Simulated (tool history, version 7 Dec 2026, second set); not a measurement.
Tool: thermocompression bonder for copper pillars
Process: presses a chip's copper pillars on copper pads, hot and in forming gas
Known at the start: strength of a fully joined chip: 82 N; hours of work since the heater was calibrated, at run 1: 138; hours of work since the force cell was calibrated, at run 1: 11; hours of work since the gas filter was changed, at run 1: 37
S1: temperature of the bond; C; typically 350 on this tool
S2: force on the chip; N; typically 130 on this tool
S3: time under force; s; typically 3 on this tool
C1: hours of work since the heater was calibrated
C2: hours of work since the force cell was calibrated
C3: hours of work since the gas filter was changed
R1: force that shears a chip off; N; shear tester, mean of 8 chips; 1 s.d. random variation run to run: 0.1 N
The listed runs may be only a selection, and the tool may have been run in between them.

{"run": 1, "hour": 0.0, "S1": 350, "S2": 130, "S3": 3, "C1": 138, "C2": 11, "C3": 37, "R1": 31.5}
{"run": 2, "hour": 8.4, "S1": 350, "S2": 130, "S3": 7, "C1": 142, "C2": 15, "C3": 41, "R1": 42.8}
{"run": 3, "hour": 16.5, "S1": 350, "S2": 105, "S3": 7, "C1": 146, "C2": 18, "C3": 45, "R1": 36.5}
{"run": 4, "hour": 24.0, "S1": 350, "S2": 130, "S3": 3, "C1": 150, "C2": 22, "C3": 49, "R1": 31.3}
{"run": 5, "hour": 33.8, "S1": 350, "S2": 130, "S3": 3, "C1": 154, "C2": 27, "C3": 53, "R1": 31.2}
{"run": 6, "hour": 46.1, "S1": 322, "S2": 130, "S3": 3, "C1": 160, "C2": 32, "C3": 59, "R1": 21.6}
{"run": 7, "hour": 54.0, "S1": 322, "S2": 130, "S3": 3, "C1": 164, "C2": 36, "C3": 63, "R1": 21.4}
{"run": 8, "hour": 61.0, "S1": 350, "S2": 130, "S3": 3, "C1": 167, "C2": 40, "C3": 66, "R1": 31.3}
{"run": 9, "hour": 68.4, "S1": 347, "S2": 130, "S3": 3, "C1": 171, "C2": 43, "C3": 70, "R1": 30.3}
{"run": 10, "hour": 79.9, "S1": 347, "S2": 130, "S3": 3, "C1": 176, "C2": 49, "C3": 75, "R1": 30}
{"run": 11, "hour": 92.4, "S1": 320, "S2": 130, "S3": 3, "C1": 182, "C2": 54, "C3": 81, "R1": 20.6}
{"run": 12, "hour": 102.1, "S1": 320, "S2": 130, "S3": 3, "C1": 187, "C2": 59, "C3": 86, "R1": 21}
{"run": 13, "hour": 107.4, "S1": 320, "S2": 130, "S3": 3, "C1": 189, "C2": 62, "C3": 88, "R1": 20.7}
{"run": 14, "hour": 116.4, "S1": 320, "S2": 130, "S3": 3, "C1": 194, "C2": 66, "C3": 93, "R1": 20.6}
{"run": 15, "hour": 128.2, "S1": 320, "S2": 130, "S3": 3, "C1": 199, "C2": 71, "C3": 98, "R1": 20.6}
{"run": 16, "hour": 135.2, "S1": 326, "S2": 187, "S3": 3, "C1": 202, "C2": 75, "C3": 101, "R1": 30.3}
{"hour": 137.6, "done": "force cell calibrated"}
{"run": 17, "hour": 146.8, "S1": 344, "S2": 176, "S3": 6, "C1": 207, "C2": 4, "C3": 106, "R1": 45.9}
{"run": 18, "hour": 158.7, "S1": 344, "S2": 176, "S3": 6, "C1": 213, "C2": 10, "C3": 112, "R1": 45.8}
{"run": 19, "hour": 167.5, "S1": 350, "S2": 175, "S3": 6, "C1": 217, "C2": 14, "C3": 116, "R1": 48.4}
{"run": 20, "hour": 173.8, "S1": 333, "S2": 162, "S3": 3, "C1": 220, "C2": 17, "C3": 119, "R1": 29.9}
{"run": 21, "hour": 185.5, "S1": 320, "S2": 136, "S3": 3, "C1": 226, "C2": 23, "C3": 124, "R1": 21.4}
{"hour": 190.9, "done": "force cell calibrated, once more"}
{"run": 22, "hour": 198.2, "S1": 368, "S2": 97, "S3": 3, "C1": 231, "C2": 3, "C3": 130, "R1": 29.7}
{"run": 23, "hour": 203.4, "S1": 368, "S2": 97, "S3": 3, "C1": 233, "C2": 6, "C3": 132, "R1": 29.8}
{"run": 24, "hour": 208.8, "S1": 369, "S2": 172, "S3": 7, "C1": 236, "C2": 8, "C3": 135, "R1": 57.2}
{"run": 25, "hour": 216.7, "S1": 356, "S2": 186, "S3": 3, "C1": 240, "C2": 12, "C3": 139, "R1": 42.3}
{"run": 26, "hour": 221.8, "S1": 356, "S2": 186, "S3": 3, "C1": 242, "C2": 15, "C3": 141, "R1": 42.2}
{"run": 27, "hour": 233.6, "S1": 356, "S2": 186, "S3": 3, "C1": 248, "C2": 20, "C3": 147, "R1": 42.4}
{"run": 28, "hour": 240.3, "S1": 356, "S2": 186, "S3": 3, "C1": 251, "C2": 23, "C3": 150, "R1": 41.8}
{"run": 29, "hour": 248.7, "S1": 352, "S2": 141, "S3": 5, "C1": 255, "C2": 27, "C3": 154, "R1": 39.4}
{"run": 30, "hour": 261.1, "S1": 339, "S2": 147, "S3": 3, "C1": 261, "C2": 33, "C3": 160, "R1": 29}

How would selected steps in R1 from run to run divide? Give the signed amount a tool lacking its hidden state would still show from settings, what came in and random variation, and the signed amount left for the hidden state, including any gauge scatter that is not in both of the compared results.
Hidden state present: true temperature of the bond over the reading, C; force that reaches the chip, % of what is set; oxide that the forming gas leaves, % of the face; drift of the gauge itself on shear_n, %.
Run 16 -> 17: S1 326 -> 344, S2 187 -> 176, S3 3 -> 6, force cell calibrated. R1 +15.6 N: hidden state -0.4, all else +16.
Run 19 -> 20: S1 350 -> 333, S2 175 -> 162, S3 6 -> 3. R1 -18.5 N: hidden state +0.7, all else -19.2.
Run 23 -> 24: S1 368 -> 369, S2 97 -> 172, S3 3 -> 7. R1 +27.4 N: hidden state -1.5, all else +28.9.
Run 24 -> 25: S1 369 -> 356, S2 172 -> 186, S3 7 -> 3. R1 -14.9 N: hidden state +0.9, all else -15.8.
